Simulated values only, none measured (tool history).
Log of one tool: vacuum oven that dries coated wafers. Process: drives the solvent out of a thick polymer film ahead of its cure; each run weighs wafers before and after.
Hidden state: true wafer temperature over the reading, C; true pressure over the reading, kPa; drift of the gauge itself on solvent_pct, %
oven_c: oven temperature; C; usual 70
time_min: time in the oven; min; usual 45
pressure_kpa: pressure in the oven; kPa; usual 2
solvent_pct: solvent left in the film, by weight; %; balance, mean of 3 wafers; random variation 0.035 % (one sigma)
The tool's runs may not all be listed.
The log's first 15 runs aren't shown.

run     day  oven_c  time_min  pressure_kpa  hours of work since the thermocouples were calibrated  hours of work since the vacuum gauge was cleaned of residue  solvent_pct
 16   7.992      70        45             2                                                   1317                                                          334         6.39
 17   8.446      78        45             2                                                   1325                                                          342         4.03
 18   9.071      78        45             2                                                   1335                                                          353            4
 19     9.4      78        45             2                                                   1341                                                          359         4.01
 20   9.762      78        45             2                                                   1348                                                          365            4
 21  10.329      70        45          3.98                                                   1358                                                          375         9.01
 22  10.879      70        56             2                                                   1367                                                          385          5.4
 23    11.3      70        28             2                                                   1374                                                          392         8.76
 24  11.671      70        28             2                                                   1381                                                          399         8.82
 25  12.258      70        28             2                                                   1391                                                          409         8.82
 26  12.554      61        36             2                                                   1396                                                          414        10.69

Run 27 comes next. What will it give?
 27  13.15      61        36             2                                                   1407                                                          424            ?

Run 27 gave solvent_pct 10.74 %.
Without the tool's hidden state the same run would have given solvent_pct 10.76 %.

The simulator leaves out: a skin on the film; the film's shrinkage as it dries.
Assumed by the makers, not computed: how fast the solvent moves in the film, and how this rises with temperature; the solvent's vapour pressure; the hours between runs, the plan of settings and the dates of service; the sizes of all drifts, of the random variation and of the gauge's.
